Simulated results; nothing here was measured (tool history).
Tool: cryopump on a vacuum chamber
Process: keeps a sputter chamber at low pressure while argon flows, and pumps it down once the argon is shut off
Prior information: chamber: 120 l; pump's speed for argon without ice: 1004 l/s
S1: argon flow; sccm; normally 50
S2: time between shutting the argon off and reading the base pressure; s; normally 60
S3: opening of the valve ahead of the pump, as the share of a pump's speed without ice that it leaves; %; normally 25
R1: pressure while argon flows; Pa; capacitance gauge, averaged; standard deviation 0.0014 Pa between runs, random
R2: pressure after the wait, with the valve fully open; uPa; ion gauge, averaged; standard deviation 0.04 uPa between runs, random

Run 1, hour 0.0: usual settings. Result: R1 0.3502 Pa, R2 3.00 uPa.
Run 2, hour 9.7: usual settings but S2 168 s. Result: R1 0.3526 Pa, R2 1.82 uPa.
Run 3, hour 18.3: usual settings but S1 30 sccm, S2 168 s. Result: R1 0.2119 Pa, R2 1.85 uPa.
Run 4, hour 29.9: usual settings. Result: R1 0.3494 Pa, R2 3.04 uPa.
Run 5, hour 46.9: usual settings. Result: R1 0.3506 Pa, R2 3.10 uPa.
Run 6, hour 66.7: usual settings. Result: R1 0.3533 Pa, R2 3.15 uPa.
Run 7, hour 86.4: usual settings. Result: R1 0.3525 Pa, R2 3.12 uPa.
Run 8, hour 102.2: usual settings. Result: R1 0.3506 Pa, R2 3.22 uPa.
Run 9, hour 116.1: usual settings. Result: R1 0.3507 Pa, R2 3.23 uPa.
Run 10, hour 136.0: usual settings but S1 71 sccm. Result: R1 0.5012 Pa, R2 3.19 uPa.
Run 11, hour 156.5: usual settings but S1 71 sccm. Result: R1 0.4986 Pa, R2 3.21 uPa.
Run 12, hour 177.3: usual settings but S1 71 sccm. Result: R1 0.5035 Pa, R2 3.20 uPa.
At hour 193.9: pump warmed up, emptied and cooled again.
Run 13, hour 200.4: usual settings. Result: R1 0.3388 Pa, R2 3.07 uPa.
Run 14, hour 210.8: usual settings. Result: R1 0.3392 Pa, R2 2.97 uPa.
Run 15, hour 229.7: usual settings but S2 74 s, S3 15 %. Result: R1 0.5658 Pa, R2 2.68 uPa.
Run 16, hour 246.7: usual settings but S2 74 s, S3 15 %. Result: R1 0.5605 Pa, R2 2.66 uPa.
Run 17, hour 265.5: usual settings but S1 46 sccm, S2 41 s, S3 26 %. Result: R1 0.3018 Pa, R2 4.00 uPa.
Run 18, hour 285.6: usual settings but S1 46 sccm, S2 41 s, S3 26 %. Result: R1 0.2995 Pa, R2 4.06 uPa.
Run 19, hour 295.3: usual settings but S1 21 sccm, S3 21 %. Result: R1 0.1692 Pa, R2 3.13 uPa.
Run 20, hour 315.8: usual settings but S1 21 sccm, S3 21 %. Result: R1 0.1693 Pa, R2 3.06 uPa.
Run 21, hour 327.9: usual settings but S2 39 s, S3 50 %. Result: R1 0.1716 Pa, R2 4.06 uPa.
Run 22, hour 348.9: usual settings but S1 22 sccm, S3 50 %. Result: R1 0.0756 Pa, R2 3.11 uPa.
Run 23, hour 361.4: usual settings but S1 41 sccm, S2 23 s, S3 54 %. Result: R1 0.1299 Pa, R2 6.42 uPa.
Run 24, hour 378.6: usual settings but S1 41 sccm, S2 95 s, S3 54 %. Result: R1 0.1312 Pa, R2 2.41 uPa.
Run 25, hour 396.3: usual settings but S1 22 sccm, S2 70 s. Result: R1 0.1501 Pa, R2 2.85 uPa.
Run 26, hour 414.1: usual settings but S1 22 sccm, S2 70 s. Result: R1 0.1506 Pa, R2 2.87 uPa.

Here are 5 independent what-if runs from the current tool condition. What would each one return?
Run A, hour 429.1: usual settings but S1 92 sccm, S2 76 s, S3 41 %. Result: R1 ?, R2 ?.
Run B, hour 429.1: usual settings but S1 22 sccm, S2 215 s. Result: R1 ?, R2 ?.
Run C, hour 429.1: usual settings but S1 49 sccm, S2 25 s, S3 20 %. Result: R1 ?, R2 ?.
Run D, hour 429.1: usual settings but S1 51 sccm, S2 70 s. Result: R1 ?, R2 ?.
Run E, hour 429.1: usual settings but S1 23 sccm, S2 70 s. Result: R1 ?, R2 ?.

run      R1    R2
  A  0.3819  2.76
  B  0.1508  1.71
  C  0.4203  5.99
  D  0.3486  2.87
  E  0.1568  2.98
The same runs, with their run-to-run variation unchanged, on a tool lacking any hidden condition would have given:
run      R1    R2
  A  0.3737  1.89
  B  0.1488  0.86
  C  0.4159  5.13
  D  0.3440  2.00
  E  0.1547  2.08
